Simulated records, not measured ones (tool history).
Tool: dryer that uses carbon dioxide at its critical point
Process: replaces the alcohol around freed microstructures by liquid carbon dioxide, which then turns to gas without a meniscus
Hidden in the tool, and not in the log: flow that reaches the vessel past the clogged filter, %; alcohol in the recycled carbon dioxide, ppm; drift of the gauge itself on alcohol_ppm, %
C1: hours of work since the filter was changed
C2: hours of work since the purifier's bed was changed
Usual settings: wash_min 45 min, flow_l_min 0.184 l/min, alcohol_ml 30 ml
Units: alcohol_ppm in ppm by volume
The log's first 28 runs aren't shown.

Run 29, hour 749.8: usual settings but wash_min 34 min, flow_l_min 0.169 l/min, alcohol_ml 50 ml; C1 60; C2 974. Result: alcohol_ppm 371 ppm by volume.
Run 30, hour 779.6: usual settings but wash_min 34 min, flow_l_min 0.169 l/min, alcohol_ml 50 ml; C1 75; C2 989. Result: alcohol_ppm 378 ppm by volume.
Run 31, hour 812.9: usual settings but wash_min 34 min, flow_l_min 0.169 l/min, alcohol_ml 87 ml; C1 92; C2 1006. Result: alcohol_ppm 550 ppm by volume.
Run 32, hour 841.4: usual settings but wash_min 44 min, flow_l_min 0.165 l/min; C1 107; C2 1021. Result: alcohol_ppm 203 ppm by volume.
Run 33, hour 857.1: usual settings but flow_l_min 0.182 l/min; C1 115; C2 1029. Result: alcohol_ppm 179 ppm by volume.
Run 34, hour 878.7: usual settings but wash_min 56 min, flow_l_min 0.226 l/min, alcohol_ml 115 ml; C1 126; C2 1040. Result: alcohol_ppm 167 ppm by volume.
Run 35, hour 912.6: usual settings but wash_min 56 min, flow_l_min 0.226 l/min, alcohol_ml 115 ml; C1 143; C2 1057. Result: alcohol_ppm 166 ppm by volume.
Run 36, hour 938.9: usual settings but wash_min 62 min; C1 157; C2 1070. Result: alcohol_ppm 176 ppm by volume.
Run 37, hour 957.6: usual settings but wash_min 58 min, flow_l_min 0.127 l/min, alcohol_ml 42 ml; C1 166; C2 1080. Result: alcohol_ppm 233 ppm by volume.
Run 38, hour 988.3: usual settings but wash_min 58 min, flow_l_min 0.220 l/min, alcohol_ml 37 ml; C1 182; C2 1096. Result: alcohol_ppm 171 ppm by volume.
Run 39, hour 1019.5: usual settings but wash_min 58 min, flow_l_min 0.220 l/min, alcohol_ml 37 ml; C1 198; C2 1112. Result: alcohol_ppm 173 ppm by volume.
Run 40, hour 1039.7: usual settings but wash_min 58 min, flow_l_min 0.220 l/min, alcohol_ml 37 ml; C1 208; C2 1122. Result: alcohol_ppm 179 ppm by volume.
Run 41, hour 1074.8: usual settings but wash_min 30 min, flow_l_min 0.179 l/min, alcohol_ml 48 ml; C1 226; C2 1140. Result: alcohol_ppm 592 ppm by volume.
Run 42, hour 1092.0: usual settings but wash_min 34 min, flow_l_min 0.189 l/min, alcohol_ml 43 ml; C1 235; C2 1149. Result: alcohol_ppm 326 ppm by volume.
Run 43, hour 1126.3: usual settings but wash_min 52 min, flow_l_min 0.245 l/min, alcohol_ml 43 ml; C1 252; C2 1166. Result: alcohol_ppm 178 ppm by volume.
Run 44, hour 1152.9: usual settings but wash_min 43 min, flow_l_min 0.279 l/min, alcohol_ml 96 ml; C1 266; C2 1180. Result: alcohol_ppm 181 ppm by volume.
Run 45, hour 1167.9: usual settings but wash_min 43 min, flow_l_min 0.279 l/min, alcohol_ml 96 ml; C1 273; C2 1187. Result: alcohol_ppm 191 ppm by volume.
Run 46, hour 1192.1: usual settings but wash_min 39 min, flow_l_min 0.128 l/min, alcohol_ml 20 ml; C1 286; C2 1200. Result: alcohol_ppm 478 ppm by volume.
Run 47, hour 1209.3: usual settings but wash_min 39 min, flow_l_min 0.128 l/min, alcohol_ml 20 ml; C1 295; C2 1208. Result: alcohol_ppm 486 ppm by volume.

3 ways to go on from here, each from the tool as it stands after run 47. What would each give?
Run A, hour 1236.3: usual settings but wash_min 66 min, flow_l_min 0.160 l/min, alcohol_ml 34 ml; C1 308; C2 1222. Result: alcohol_ppm ?.
Run B, hour 1236.3: usual settings but flow_l_min 0.165 l/min; C1 308; C2 1222. Result: alcohol_ppm ?.
Run C, hour 1236.3: usual settings but wash_min 43 min, flow_l_min 0.238 l/min; C1 308; C2 1222. Result: alcohol_ppm ?.

run  alcohol_ppm
  A          205
  B          264
  C          194
Without the tool's hidden state the same runs would have given:
run  alcohol_ppm
  A           10
  B           40
  C            0

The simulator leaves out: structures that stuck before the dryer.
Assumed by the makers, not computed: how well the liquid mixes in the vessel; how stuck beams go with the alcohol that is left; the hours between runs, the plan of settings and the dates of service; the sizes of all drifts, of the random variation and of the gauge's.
